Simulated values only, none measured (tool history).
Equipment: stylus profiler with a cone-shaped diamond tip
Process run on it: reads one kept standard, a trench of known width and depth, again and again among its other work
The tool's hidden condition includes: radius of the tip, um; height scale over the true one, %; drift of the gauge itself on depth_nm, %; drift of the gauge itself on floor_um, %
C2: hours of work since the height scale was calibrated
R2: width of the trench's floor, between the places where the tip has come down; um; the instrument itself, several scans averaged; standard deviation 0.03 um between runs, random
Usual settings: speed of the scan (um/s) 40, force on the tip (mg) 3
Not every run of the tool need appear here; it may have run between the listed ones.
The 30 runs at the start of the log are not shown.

{"run": 31, "hour": 2875.1, "speed of the scan (um/s)": 116, "force on the tip (mg)": 3.64, "scans with this tip": 2905, "C2": 421, "depth of the trench (nm)": 203.3, "R2": 97.52}
{"run": 32, "hour": 2972.0, "speed of the scan (um/s)": 122, "force on the tip (mg)": 3.29, "scans with this tip": 3217, "C2": 469, "depth of the trench (nm)": 203.04, "R2": 97.47}
{"run": 33, "hour": 3060.9, "speed of the scan (um/s)": 37, "force on the tip (mg)": 1.04, "scans with this tip": 3504, "C2": 512, "depth of the trench (nm)": 201.03, "R2": 97.6}
{"run": 34, "hour": 3131.0, "speed of the scan (um/s)": 40, "force on the tip (mg)": 1.2, "scans with this tip": 3729, "C2": 546, "depth of the trench (nm)": 201.3, "R2": 97.64}
{"run": 35, "hour": 3228.4, "speed of the scan (um/s)": 13, "force on the tip (mg)": 4.39, "scans with this tip": 4043, "C2": 594, "depth of the trench (nm)": 203.61, "R2": 97.84}
{"run": 36, "hour": 3302.6, "speed of the scan (um/s)": 13, "force on the tip (mg)": 4.39, "scans with this tip": 4282, "C2": 630, "depth of the trench (nm)": 203.56, "R2": 97.86}
{"run": 37, "hour": 3421.1, "speed of the scan (um/s)": 13, "force on the tip (mg)": 4.39, "scans with this tip": 4664, "C2": 688, "depth of the trench (nm)": 203.49, "R2": 97.81}
{"run": 38, "hour": 3514.5, "speed of the scan (um/s)": 152, "force on the tip (mg)": 3.5, "scans with this tip": 4965, "C2": 734, "depth of the trench (nm)": 202.92, "R2": 97.13}
{"run": 39, "hour": 3627.2, "speed of the scan (um/s)": 51, "force on the tip (mg)": 2.29, "scans with this tip": 5328, "C2": 789, "depth of the trench (nm)": 202, "R2": 97.57}
{"hour": 3707.7, "done": "height scale calibrated on a step standard"}
{"run": 40, "hour": 3722.1, "speed of the scan (um/s)": 25, "force on the tip (mg)": 2.53, "scans with this tip": 5632, "C2": 7, "depth of the trench (nm)": 202.82, "R2": 97.66}
{"run": 41, "hour": 3811.9, "speed of the scan (um/s)": 25, "force on the tip (mg)": 2.53, "scans with this tip": 5921, "C2": 51, "depth of the trench (nm)": 202.69, "R2": 97.62}
{"run": 42, "hour": 3897.8, "speed of the scan (um/s)": 25, "force on the tip (mg)": 2.53, "scans with this tip": 6198, "C2": 93, "depth of the trench (nm)": 202.8, "R2": 97.59}
{"run": 43, "hour": 4025.7, "speed of the scan (um/s)": 40, "force on the tip (mg)": 1.57, "scans with this tip": 6610, "C2": 155, "depth of the trench (nm)": 201.91, "R2": 97.48}
{"run": 44, "hour": 4100.7, "speed of the scan (um/s)": 22, "force on the tip (mg)": 2.43, "scans with this tip": 6852, "C2": 192, "depth of the trench (nm)": 202.45, "R2": 97.56}
{"run": 45, "hour": 4180.2, "speed of the scan (um/s)": 73, "force on the tip (mg)": 6.13, "scans with this tip": 7108, "C2": 231, "depth of the trench (nm)": 204.89, "R2": 97.49}

What if the next run were any one of these 5? Each begins from the tool's condition after run 45:
{"run": "A", "hour": 4310.5, "speed of the scan (um/s)": 66, "force on the tip (mg)": 1.03, "scans with this tip": 7527, "C2": 294, "depth of the trench (nm)": "?", "R2": "?"}
{"run": "B", "hour": 4310.5, "speed of the scan (um/s)": 40, "force on the tip (mg)": 4.25, "scans with this tip": 7527, "C2": 294, "depth of the trench (nm)": "?", "R2": "?"}
{"run": "C", "hour": 4310.5, "speed of the scan (um/s)": 17, "force on the tip (mg)": 3.93, "scans with this tip": 7527, "C2": 294, "depth of the trench (nm)": "?", "R2": "?"}
{"run": "D", "hour": 4310.5, "speed of the scan (um/s)": 20, "force on the tip (mg)": 3.55, "scans with this tip": 7527, "C2": 294, "depth of the trench (nm)": "?", "R2": "?"}
{"run": "E", "hour": 4310.5, "speed of the scan (um/s)": 114, "force on the tip (mg)": 1.45, "scans with this tip": 7527, "C2": 294, "depth of the trench (nm)": "?", "R2": "?"}

run=A depth_of_the_trench_(nm)=201.38 R2=97.09
run=B depth_of_the_trench_(nm)=203.75 R2=97.44
run=C depth_of_the_trench_(nm)=203.51 R2=97.55
run=D depth_of_the_trench_(nm)=203.26 R2=97.56
run=E depth_of_the_trench_(nm)=201.72 R2=96.83
Stripped of hidden state, with their random variation kept, the same runs would have yielded:
run=A depth_of_the_trench_(nm)=201.61 R2=97.73
run=B depth_of_the_trench_(nm)=203.98 R2=98.08
run=C depth_of_the_trench_(nm)=203.74 R2=98.18
run=D depth_of_the_trench_(nm)=203.49 R2=98.2
run=E depth_of_the_trench_(nm)=201.95 R2=97.47
